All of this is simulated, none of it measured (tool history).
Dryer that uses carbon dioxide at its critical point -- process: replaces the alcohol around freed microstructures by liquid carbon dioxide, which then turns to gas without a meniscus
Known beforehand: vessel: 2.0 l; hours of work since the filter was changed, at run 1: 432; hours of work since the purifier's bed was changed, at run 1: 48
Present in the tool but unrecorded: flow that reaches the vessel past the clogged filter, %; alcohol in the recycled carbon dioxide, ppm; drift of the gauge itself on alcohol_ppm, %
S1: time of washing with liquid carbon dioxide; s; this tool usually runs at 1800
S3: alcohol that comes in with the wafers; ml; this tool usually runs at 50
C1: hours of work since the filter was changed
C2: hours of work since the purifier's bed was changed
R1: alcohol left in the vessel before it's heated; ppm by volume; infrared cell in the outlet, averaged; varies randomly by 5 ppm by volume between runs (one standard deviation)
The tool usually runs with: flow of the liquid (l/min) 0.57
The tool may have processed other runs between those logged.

{"run": 1, "day": 0.0, "S1": 1800, "flow of the liquid (l/min)": 0.57, "S3": 50, "C1": 432, "C2": 48, "R1": 43}
{"run": 2, "day": 2.462, "S1": 1800, "flow of the liquid (l/min)": 0.57, "S3": 50, "C1": 453, "C2": 70, "R1": 54}
{"run": 3, "day": 4.083, "S1": 1800, "flow of the liquid (l/min)": 0.57, "S3": 50, "C1": 467, "C2": 84, "R1": 49}
{"day": 6.542, "done": "inlet filter changed"}
{"run": 4, "day": 6.942, "S1": 1800, "flow of the liquid (l/min)": 0.594, "S3": 50, "C1": 3, "C2": 108, "R1": 39}
{"run": 5, "day": 9.708, "S1": 1800, "flow of the liquid (l/min)": 0.594, "S3": 50, "C1": 27, "C2": 132, "R1": 33}
{"run": 6, "day": 11.354, "S1": 1800, "flow of the liquid (l/min)": 0.594, "S3": 50, "C1": 41, "C2": 146, "R1": 26}
{"run": 7, "day": 14.054, "S1": 1800, "flow of the liquid (l/min)": 0.594, "S3": 50, "C1": 65, "C2": 169, "R1": 39}
{"run": 8, "day": 16.25, "S1": 1380, "flow of the liquid (l/min)": 0.422, "S3": 117, "C1": 84, "C2": 188, "R1": 1119}
{"run": 9, "day": 18.038, "S1": 1800, "flow of the liquid (l/min)": 0.647, "S3": 67, "C1": 99, "C2": 203, "R1": 27}
{"run": 10, "day": 20.404, "S1": 1500, "flow of the liquid (l/min)": 0.607, "S3": 67, "C1": 119, "C2": 224, "R1": 98}
{"run": 11, "day": 22.112, "S1": 1860, "flow of the liquid (l/min)": 0.526, "S3": 60, "C1": 134, "C2": 238, "R1": 59}

Describe how what the log doesn't record of the tool's condition differs between the last listed run preceding each entry between runs and the first listed run following it.
Between runs 3 and 4: inlet filter changed (day 6.542)
  flow that reaches the vessel past the clogged filter, %: 91.5 -> 99.6; alcohol in the recycled carbon dioxide, ppm: 11 -> 12.8
  measured result minus the result with no hidden state, R1: +23 -> +9 ppm by volume
